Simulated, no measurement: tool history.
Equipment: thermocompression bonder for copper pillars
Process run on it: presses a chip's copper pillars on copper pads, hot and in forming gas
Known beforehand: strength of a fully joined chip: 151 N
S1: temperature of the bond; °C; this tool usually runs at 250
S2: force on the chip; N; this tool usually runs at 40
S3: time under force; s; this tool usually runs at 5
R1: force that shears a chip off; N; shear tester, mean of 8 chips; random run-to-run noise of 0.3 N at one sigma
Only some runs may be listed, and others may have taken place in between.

run,day,S1,S2,S3,R1
1,0,250,40,5,94.1
2,0.433,250,40,5,93.5
3,0.871,250,40,5,93.5
4,1.1,250,40,13,118.2
5,1.4,250,40,9,109.3
6,1.938,250,40,4,87.3
7,2.238,250,40,5,93.7
8,2.75,266,40,5,111.8
9,3.208,266,40,5,112.6
10,3.583,266,40,5,111.8
11,3.95,247,40,5,89.6
12,4.292,247,40,5,89.6
13,4.725,247,40,5,89
14,5.112,247,40,5,89.6
15,5.45,250,40,6,98.6
16,5.962,250,40,6,98.6
17,6.438,250,40,6,98.7
18,6.842,250,40,5,93
19,7.271,250,40,5,93
20,7.55,256,40,5,100
21,7.771,256,40,5,100.5
22,8.117,256,40,5,100.1
23,8.462,250,54,12,134
24,8.762,250,54,3,103.2
25,9.3,250,54,3,103.1
26,9.779,248,44,4,91.9
27,10.225,248,44,4,91.8
28,10.467,248,44,4,91.8
29,10.829,224,29,6,45.3
30,11.254,267,33,5,97.5
31,11.488,267,33,4,90.7
32,11.933,267,33,4,90.8
33,12.454,249,26,7,67.4
34,12.812,223,40,5,60.7
35,13.075,258,38,8,110.5
36,13.588,250,57,5,119.7
37,14.012,250,57,5,119.3

Run 38 comes next. What will it give?
38,14.329,250,57,5,?

Logged for run 38: R1 119.4 N.
With the hidden condition absent and the run-to-run variation left alone, this run would have shown R1 121.7 N.
